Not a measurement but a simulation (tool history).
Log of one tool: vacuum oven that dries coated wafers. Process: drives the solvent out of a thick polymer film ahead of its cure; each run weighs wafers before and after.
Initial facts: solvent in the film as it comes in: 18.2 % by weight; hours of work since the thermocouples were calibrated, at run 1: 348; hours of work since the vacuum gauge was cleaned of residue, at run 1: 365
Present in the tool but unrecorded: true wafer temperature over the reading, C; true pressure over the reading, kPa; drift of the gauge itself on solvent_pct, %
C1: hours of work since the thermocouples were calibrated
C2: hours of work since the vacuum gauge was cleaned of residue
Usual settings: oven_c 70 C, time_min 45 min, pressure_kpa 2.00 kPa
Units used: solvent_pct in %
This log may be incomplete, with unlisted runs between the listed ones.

run 1 hour=0.0 | oven_c=70 time_min=45 pressure_kpa=2.00 | C1=348 C2=365 | solvent_pct=4.03
run 2 hour=13.0 | oven_c=70 time_min=45 pressure_kpa=4.51 | C1=354 C2=371 | solvent_pct=4.90
run 3 hour=26.2 | oven_c=57 time_min=45 pressure_kpa=2.00 | C1=360 C2=377 | solvent_pct=9.40
run 4 hour=39.4 | oven_c=57 time_min=45 pressure_kpa=2.00 | C1=366 C2=383 | solvent_pct=9.34
run 5 hour=55.9 | oven_c=57 time_min=45 pressure_kpa=2.00 | C1=374 C2=391 | solvent_pct=9.28
run 6 hour=76.1 | oven_c=57 time_min=67 pressure_kpa=1.87 | C1=383 C2=400 | solvent_pct=7.35
run 7 hour=90.1 | oven_c=57 time_min=67 pressure_kpa=1.87 | C1=389 C2=406 | solvent_pct=7.44
run 8 hour=109.5 | oven_c=57 time_min=45 pressure_kpa=1.62 | C1=398 C2=415 | solvent_pct=9.17
run 9 hour=132.2 | oven_c=64 time_min=35 pressure_kpa=2.88 | C1=409 C2=426 | solvent_pct=7.94
run 10 hour=154.0 | oven_c=70 time_min=22 pressure_kpa=4.30 | C1=419 C2=436 | solvent_pct=8.08

For some of the steps in solvent_pct from one run to the next: how much would appear even if the tool had no hidden state, given the settings, what came in and random variation, and how much remains for the hidden state plus any gauge scatter that the measured result and the result without hidden state don't share?
Run 2 -> 3: oven_c 70 -> 57, pressure_kpa 4.51 -> 2.00. solvent_pct +4.50 %: hidden state +0.04, all else +4.46.
Run 5 -> 6: time_min 45 -> 67, pressure_kpa 2.00 -> 1.87. solvent_pct -1.93 %: hidden state -0.08, all else -1.85.
